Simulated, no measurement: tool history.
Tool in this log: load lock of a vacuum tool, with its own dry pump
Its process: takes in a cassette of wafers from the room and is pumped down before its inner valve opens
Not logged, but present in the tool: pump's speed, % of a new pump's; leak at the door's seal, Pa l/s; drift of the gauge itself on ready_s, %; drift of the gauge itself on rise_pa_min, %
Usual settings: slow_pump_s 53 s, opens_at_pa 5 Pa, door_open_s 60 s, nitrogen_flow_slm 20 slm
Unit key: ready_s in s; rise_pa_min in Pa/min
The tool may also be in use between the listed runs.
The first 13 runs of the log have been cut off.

run,hour,slow_pump_s,opens_at_pa,door_open_s,nitrogen_flow_slm,hours that the pump has run since its overhaul,times that the door has closed on its seal,"incoming humidity of the room's air, %",ready_s,rise_pa_min
14,5049.6,53,5,60,20,13334,18834,44.1,111.2,0.132
15,5493.4,53,5,148,20,13778,20287,46.2,112.1,0.187
# hour 5669.5: dry pump taken out, an overhauled one fitted
16,5946.0,53,5,148,20,277,21749,45.2,95.9,0.192
17,6312.4,53,5,148,20,643,22948,42.2,98.9,0.197
18,6762.4,31,6,60,20,1093,24422,43.6,80.1,0.172
19,7105.9,82,5,60,13,1436,25546,45.7,123.0,0.183
20,7598.8,28,5,222,16,1929,27160,46.9,79.5,0.279
21,8142.6,28,5,122,36,2473,28940,44.4,80.3,0.218
22,8695.5,53,5,28,25,3026,30751,45.2,99.3,0.205
23,9015.3,53,5,29,25,3346,31797,43.9,99.7,0.207
24,9457.9,99,5,60,20,3788,33246,44.9,137.4,0.252
25,9732.8,47,5,34,20,4063,34146,42.7,95.9,0.242
26,9977.4,67,5,34,5,4308,34947,44.9,113.4,0.267
27,10544.7,67,5,188,5,4875,36804,48.2,112.6,0.418
28,10784.7,67,5,32,31,5115,37590,48.1,112.9,0.266
29,11033.1,67,5,179,20,5364,38403,44.8,112.4,0.348
30,11596.2,94,8,60,20,5927,40247,41.2,131.7,0.316
31,12091.7,94,8,60,20,6422,41869,40.1,133.0,0.323

3 ways to go on from here, each from the tool as it stands after run 31. What would each give?
A,12473.8,32,5,64,20,6804,43120,45.4,?,?
B,12473.8,53,4,35,20,6804,43120,44.3,?,?
C,12473.8,83,7,97,20,6804,43120,43.6,?,?

run,ready_s,rise_pa_min
A,88.6,0.352
B,105.0,0.336
C,125.6,0.374
With the hidden condition removed and each run's random variation left untouched, the same runs would have given:
run,ready_s,rise_pa_min
A,81.2,0.048
B,98.1,0.032
C,120.1,0.067
